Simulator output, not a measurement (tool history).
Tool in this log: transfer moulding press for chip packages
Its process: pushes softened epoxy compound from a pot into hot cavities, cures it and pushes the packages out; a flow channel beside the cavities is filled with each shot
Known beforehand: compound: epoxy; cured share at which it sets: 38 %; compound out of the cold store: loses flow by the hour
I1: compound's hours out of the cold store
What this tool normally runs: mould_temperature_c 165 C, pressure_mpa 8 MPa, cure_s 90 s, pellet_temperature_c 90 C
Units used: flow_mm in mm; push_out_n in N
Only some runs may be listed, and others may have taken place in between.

run 1 hour=0 | mould_temperature_c=165 pressure_mpa=8 cure_s=90 pellet_temperature_c=90 | I1=38.5 | flow_mm=477 push_out_n=259
-- hour=46.9 plunger's sealing rings changed
-- hour=48.4 cavities cleaned with cleaning compound and waxed
run 2 hour=67 | mould_temperature_c=165 pressure_mpa=8 cure_s=90 pellet_temperature_c=90 | I1=32.4 | flow_mm=517 push_out_n=284
-- hour=102.2 cavities cleaned with cleaning compound and waxed
run 3 hour=105.6 | mould_temperature_c=165 pressure_mpa=6.72 cure_s=90 pellet_temperature_c=90 | I1=20 | flow_mm=490 push_out_n=245
-- hour=111.9 mould's thermocouples calibrated
run 4 hour=151.6 | mould_temperature_c=165 pressure_mpa=6.72 cure_s=90 pellet_temperature_c=90 | I1=24.9 | flow_mm=479 push_out_n=333
-- hour=159.2 cavities cleaned with cleaning compound and waxed
-- hour=215.9 cavities cleaned with cleaning compound and waxed
run 5 hour=215.9 | mould_temperature_c=165 pressure_mpa=6.72 cure_s=90 pellet_temperature_c=90 | I1=9.7 | flow_mm=501 push_out_n=232
-- hour=270.8 cavities cleaned with cleaning compound and waxed
run 6 hour=270.8 | mould_temperature_c=165 pressure_mpa=6.72 cure_s=90 pellet_temperature_c=90 | I1=37.9 | flow_mm=450 push_out_n=230
run 7 hour=317.8 | mould_temperature_c=165 pressure_mpa=6.72 cure_s=90 pellet_temperature_c=90 | I1=14.3 | flow_mm=485 push_out_n=380
-- hour=325.7 cavities cleaned with cleaning compound and waxed
-- hour=380.3 cavities cleaned with cleaning compound and waxed
run 8 hour=380.3 | mould_temperature_c=165 pressure_mpa=8 cure_s=90 pellet_temperature_c=100 | I1=8.4 | flow_mm=534 push_out_n=214
run 9 hour=427.1 | mould_temperature_c=165 pressure_mpa=8 cure_s=90 pellet_temperature_c=100 | I1=10.2 | flow_mm=528 push_out_n=364
-- hour=437.5 mould's thermocouples calibrated, once more
-- hour=439 cavities cleaned with cleaning compound and waxed
-- hour=460.5 plunger's sealing rings changed
run 10 hour=476.2 | mould_temperature_c=165 pressure_mpa=8 cure_s=90 pellet_temperature_c=100 | I1=42.9 | flow_mm=494 push_out_n=336
-- hour=495.9 cavities cleaned with cleaning compound and waxed
run 11 hour=544.8 | mould_temperature_c=165 pressure_mpa=8 cure_s=76 pellet_temperature_c=90 | I1=46.9 | flow_mm=482 push_out_n=397
-- hour=553.9 cavities cleaned with cleaning compound and waxed
-- hour=609.7 cavities cleaned with cleaning compound and waxed
run 12 hour=618.4 | mould_temperature_c=165 pressure_mpa=8 cure_s=90 pellet_temperature_c=90 | I1=24.2 | flow_mm=520 push_out_n=258
-- hour=667.3 cavities cleaned with cleaning compound and waxed
run 13 hour=676.8 | mould_temperature_c=165 pressure_mpa=9.85 cure_s=90 pellet_temperature_c=90 | I1=40 | flow_mm=539 push_out_n=255
-- hour=724.5 cavities cleaned with cleaning compound and waxed
run 14 hour=757.3 | mould_temperature_c=168 pressure_mpa=9.85 cure_s=77 pellet_temperature_c=84 | I1=38.3 | flow_mm=527 push_out_n=325
-- hour=783.3 cavities cleaned with cleaning compound and waxed
run 15 hour=803.4 | mould_temperature_c=165 pressure_mpa=8 cure_s=90 pellet_temperature_c=90 | I1=44.2 | flow_mm=469 push_out_n=293
-- hour=837 cavities cleaned with cleaning compound and waxed
-- hour=864.5 plunger's sealing rings changed
run 16 hour=877.7 | mould_temperature_c=165 pressure_mpa=8 cure_s=94 pellet_temperature_c=84 | I1=34.1 | flow_mm=514 push_out_n=321
-- hour=896.4 cavities cleaned with cleaning compound and waxed
-- hour=950.2 cavities cleaned with cleaning compound and waxed
run 17 hour=950.9 | mould_temperature_c=159 pressure_mpa=8 cure_s=90 pellet_temperature_c=82 | I1=15.4 | flow_mm=560 push_out_n=280
-- hour=1003.7 cavities cleaned with cleaning compound and waxed
run 18 hour=1030.8 | mould_temperature_c=161 pressure_mpa=8 cure_s=116 pellet_temperature_c=82 | I1=42.1 | flow_mm=494 push_out_n=297
-- hour=1063.3 cavities cleaned with cleaning compound and waxed
run 19 hour=1101.6 | mould_temperature_c=165 pressure_mpa=8 cure_s=90 pellet_temperature_c=98 | I1=20.2 | flow_mm=516 push_out_n=352
-- hour=1116.2 cavities cleaned with cleaning compound and waxed
run 20 hour=1145.5 | mould_temperature_c=165 pressure_mpa=6.91 cure_s=95 pellet_temperature_c=99 | I1=28.8 | flow_mm=462 push_out_n=308
-- hour=1174.4 cavities cleaned with cleaning compound and waxed
-- hour=1230.5 cavities cleaned with cleaning compound and waxed
run 21 hour=1230.5 | mould_temperature_c=165 pressure_mpa=6.91 cure_s=95 pellet_temperature_c=99 | I1=25.5 | flow_mm=460 push_out_n=206
-- hour=1268.2 plunger's sealing rings changed
-- hour=1287.2 mould's thermocouples calibrated
-- hour=1288.7 cavities cleaned with cleaning compound and waxed
run 22 hour=1290.7 | mould_temperature_c=161 pressure_mpa=6.43 cure_s=107 pellet_temperature_c=98 | I1=37.6 | flow_mm=460 push_out_n=226
-- hour=1345.7 cavities cleaned with cleaning compound and waxed
run 23 hour=1380.2 | mould_temperature_c=161 pressure_mpa=6.43 cure_s=127 pellet_temperature_c=98 | I1=37 | flow_mm=455 push_out_n=315
-- hour=1400.2 cavities cleaned with cleaning compound and waxed
run 24 hour=1419.8 | mould_temperature_c=162 pressure_mpa=8.68 cure_s=127 pellet_temperature_c=84 | I1=33.5 | flow_mm=530 push_out_n=272
-- hour=1455.5 cavities cleaned with cleaning compound and waxed
run 25 hour=1505.6 | mould_temperature_c=159 pressure_mpa=8 cure_s=90 pellet_temperature_c=93 | I1=47.5 | flow_mm=485 push_out_n=431

Hidden state or all else? Some run-to-run changes of flow_mm, split into what the settings, what came in and random variation would give without the hidden state, and what is left for the hidden state (with any gauge scatter that isn't in both results):
The hidden state here: true mould temperature over the reading, C; pressure that reaches the compound, % of what is set; grip of the stained cavities, % over clean ones'; drift of the gauge itself on flow_mm, %; drift of the gauge itself on push_out_n, %.
Run 1 -> 2: plunger's sealing rings changed, cavities cleaned with cleaning compound and waxed. flow_mm +40 mm: hidden state +28, all else +12.
Run 9 -> 10: mould's thermocouples calibrated, once more, cavities cleaned with cleaning compound and waxed, plunger's sealing rings changed. flow_mm -34 mm: hidden state +30, all else -64.
Run 17 -> 18: mould_temperature_c 159 -> 161, cure_s 90 -> 116, cavities cleaned with cleaning compound and waxed. flow_mm -66 mm: hidden state -7, all else -59.
Run 23 -> 24: mould_temperature_c 161 -> 162, pressure_mpa 6.43 -> 8.68, pellet_temperature_c 98 -> 84, cavities cleaned with cleaning compound and waxed. flow_mm +75 mm: hidden state -5, all else +80.
